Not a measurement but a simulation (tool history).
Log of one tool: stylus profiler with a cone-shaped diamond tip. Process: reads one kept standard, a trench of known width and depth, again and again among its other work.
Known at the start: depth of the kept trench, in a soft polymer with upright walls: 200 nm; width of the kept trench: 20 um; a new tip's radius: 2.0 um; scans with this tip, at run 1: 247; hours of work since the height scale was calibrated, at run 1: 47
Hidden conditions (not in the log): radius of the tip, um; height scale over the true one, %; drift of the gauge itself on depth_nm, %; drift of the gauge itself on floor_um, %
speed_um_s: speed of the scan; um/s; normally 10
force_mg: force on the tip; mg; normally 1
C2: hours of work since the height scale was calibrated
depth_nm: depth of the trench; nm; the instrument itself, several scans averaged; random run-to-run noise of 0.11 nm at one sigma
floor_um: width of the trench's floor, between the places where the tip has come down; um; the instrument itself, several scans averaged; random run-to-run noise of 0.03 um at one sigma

{"run": 1, "day": 0.0, "speed_um_s": 10, "force_mg": 1, "scans with this tip": 247, "C2": 47, "depth_nm": 201.89, "floor_um": 18.16}
{"run": 2, "day": 0.717, "speed_um_s": 10, "force_mg": 1, "scans with this tip": 310, "C2": 59, "depth_nm": 201.69, "floor_um": 18.18}
{"run": 3, "day": 1.408, "speed_um_s": 10, "force_mg": 1, "scans with this tip": 371, "C2": 70, "depth_nm": 201.77, "floor_um": 18.2}
{"run": 4, "day": 2.179, "speed_um_s": 10, "force_mg": 1, "scans with this tip": 438, "C2": 83, "depth_nm": 201.64, "floor_um": 18.13}
{"run": 5, "day": 2.721, "speed_um_s": 10, "force_mg": 1, "scans with this tip": 485, "C2": 92, "depth_nm": 202.07, "floor_um": 18.21}
{"run": 6, "day": 3.5, "speed_um_s": 10, "force_mg": 1, "scans with this tip": 554, "C2": 105, "depth_nm": 201.77, "floor_um": 18.16}
{"run": 7, "day": 4.096, "speed_um_s": 13, "force_mg": 1, "scans with this tip": 606, "C2": 115, "depth_nm": 201.74, "floor_um": 18.18}
{"run": 8, "day": 4.767, "speed_um_s": 13, "force_mg": 1, "scans with this tip": 665, "C2": 126, "depth_nm": 201.69, "floor_um": 18.15}
{"run": 9, "day": 5.5, "speed_um_s": 13, "force_mg": 1, "scans with this tip": 729, "C2": 138, "depth_nm": 201.8, "floor_um": 18.12}
{"run": 10, "day": 5.975, "speed_um_s": 13, "force_mg": 1, "scans with this tip": 770, "C2": 146, "depth_nm": 201.77, "floor_um": 18.18}
{"run": 11, "day": 6.333, "speed_um_s": 13, "force_mg": 1, "scans with this tip": 802, "C2": 152, "depth_nm": 201.76, "floor_um": 18.19}
{"run": 12, "day": 6.75, "speed_um_s": 13, "force_mg": 1, "scans with this tip": 838, "C2": 159, "depth_nm": 201.9, "floor_um": 18.14}
{"run": 13, "day": 7.175, "speed_um_s": 2, "force_mg": 1, "scans with this tip": 875, "C2": 166, "depth_nm": 201.57, "floor_um": 18.17}
{"run": 14, "day": 7.925, "speed_um_s": 2, "force_mg": 1, "scans with this tip": 941, "C2": 179, "depth_nm": 201.6, "floor_um": 18.18}
{"run": 15, "day": 8.429, "speed_um_s": 2, "force_mg": 1, "scans with this tip": 985, "C2": 187, "depth_nm": 201.6, "floor_um": 18.14}
{"run": 16, "day": 8.971, "speed_um_s": 2, "force_mg": 1, "scans with this tip": 1032, "C2": 196, "depth_nm": 201.52, "floor_um": 18.16}
{"run": 17, "day": 9.704, "speed_um_s": 3, "force_mg": 1.06, "scans with this tip": 1097, "C2": 208, "depth_nm": 201.76, "floor_um": 18.21}
{"run": 18, "day": 10.475, "speed_um_s": 4, "force_mg": 2.23, "scans with this tip": 1164, "C2": 221, "depth_nm": 202.86, "floor_um": 18.15}
{"run": 19, "day": 11.338, "speed_um_s": 9, "force_mg": 0.4, "scans with this tip": 1239, "C2": 235, "depth_nm": 200.92, "floor_um": 18.11}
{"run": 20, "day": 11.979, "speed_um_s": 17, "force_mg": 0.87, "scans with this tip": 1296, "C2": 246, "depth_nm": 201.29, "floor_um": 18.08}
{"run": 21, "day": 12.375, "speed_um_s": 17, "force_mg": 0.87, "scans with this tip": 1330, "C2": 252, "depth_nm": 201.57, "floor_um": 18.14}
{"run": 22, "day": 12.85, "speed_um_s": 25, "force_mg": 1.95, "scans with this tip": 1372, "C2": 260, "depth_nm": 202.61, "floor_um": 18.06}
{"run": 23, "day": 13.45, "speed_um_s": 25, "force_mg": 1.95, "scans with this tip": 1424, "C2": 270, "depth_nm": 202.56, "floor_um": 18.12}
{"run": 24, "day": 14.246, "speed_um_s": 25, "force_mg": 1.95, "scans with this tip": 1494, "C2": 283, "depth_nm": 202.54, "floor_um": 18.13}
{"run": 25, "day": 14.679, "speed_um_s": 6, "force_mg": 0.56, "scans with this tip": 1532, "C2": 291, "depth_nm": 200.9, "floor_um": 18.18}
{"run": 26, "day": 15.492, "speed_um_s": 6, "force_mg": 0.56, "scans with this tip": 1603, "C2": 304, "depth_nm": 200.78, "floor_um": 18.12}
{"run": 27, "day": 16.304, "speed_um_s": 15, "force_mg": 1, "scans with this tip": 1674, "C2": 318, "depth_nm": 201.36, "floor_um": 18.16}

Consider 3 possible next runs. They are alternatives, not a sequence: every one starts from the tool as it was left by run 27. What does each give?
{"run": "A", "day": 17.104, "speed_um_s": 3, "force_mg": 2.26, "scans with this tip": 1744, "C2": 331, "depth_nm": "?", "floor_um": "?"}
{"run": "B", "day": 17.104, "speed_um_s": 4, "force_mg": 0.72, "scans with this tip": 1744, "C2": 331, "depth_nm": "?", "floor_um": "?"}
{"run": "C", "day": 17.104, "speed_um_s": 10, "force_mg": 0.61, "scans with this tip": 1744, "C2": 331, "depth_nm": "?", "floor_um": "?"}

run=A depth_nm=202.72 floor_um=18.15
run=B depth_nm=201.05 floor_um=18.08
run=C depth_nm=200.86 floor_um=18.07
The same runs, with their run-to-run variation unchanged, on a tool lacking any hidden condition would have given:
run=A depth_nm=203.01 floor_um=18.25
run=B depth_nm=201.34 floor_um=18.18
run=C depth_nm=201.15 floor_um=18.17
